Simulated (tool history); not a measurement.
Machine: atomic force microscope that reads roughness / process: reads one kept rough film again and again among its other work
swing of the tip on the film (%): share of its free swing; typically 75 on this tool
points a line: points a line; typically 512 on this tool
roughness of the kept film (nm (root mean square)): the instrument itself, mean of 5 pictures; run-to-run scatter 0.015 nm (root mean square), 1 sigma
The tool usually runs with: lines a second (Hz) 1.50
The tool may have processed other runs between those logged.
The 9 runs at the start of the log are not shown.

run,hour,lines a second (Hz),swing of the tip on the film (%),points a line,pictures with this tip,hours of work since the height scale was calibrated,roughness of the kept film (nm (root mean square))
10,105.1,1.50,75,311,25,283,3.435
11,118.4,1.50,75,311,38,289,3.434
12,127.0,1.50,75,512,47,293,3.429
13,139.4,1.50,75,512,60,298,3.423
14,153.4,1.50,82,512,74,305,3.290
15,168.3,1.50,82,279,89,311,3.250
16,183.2,1.50,75,512,104,318,3.351
17,193.9,1.41,64,358,115,322,3.471
18,209.8,1.41,64,358,131,330,3.443
19,217.0,3.66,83,358,139,333,2.780
20,232.6,0.66,56,405,155,340,3.490
21,244.4,1.14,82,316,167,345,3.219
22,253.5,1.14,82,316,176,349,3.234
23,267.0,1.08,81,332,190,355,3.211
24,281.5,3.91,83,380,204,361,2.638
25,297.0,1.50,75,305,220,368,3.197
26,304.4,3.33,80,812,228,371,2.807
27,312.3,2.49,58,851,236,375,3.280
28,325.7,1.50,59,386,250,381,3.268
29,336.9,1.50,59,885,261,386,3.265
30,348.4,0.90,59,345,273,391,3.283
31,355.4,2.51,59,375,280,394,3.161

Here are 5 independent what-if runs from the current tool condition. What would each one return?
A,366.0,2.67,77,517,291,398,?
B,366.0,3.34,79,514,291,398,?
C,366.0,3.41,81,948,291,398,?
D,366.0,0.60,59,375,291,398,?
E,366.0,0.76,80,573,291,398,?

run,roughness of the kept film (nm (root mean square))
A,2.872
B,2.746
C,2.693
D,3.278
E,3.173
What these runs would have given with no unlogged condition in the tool:
run,roughness of the kept film (nm (root mean square))
A,3.262
B,3.119
C,3.058
D,3.723
E,3.604

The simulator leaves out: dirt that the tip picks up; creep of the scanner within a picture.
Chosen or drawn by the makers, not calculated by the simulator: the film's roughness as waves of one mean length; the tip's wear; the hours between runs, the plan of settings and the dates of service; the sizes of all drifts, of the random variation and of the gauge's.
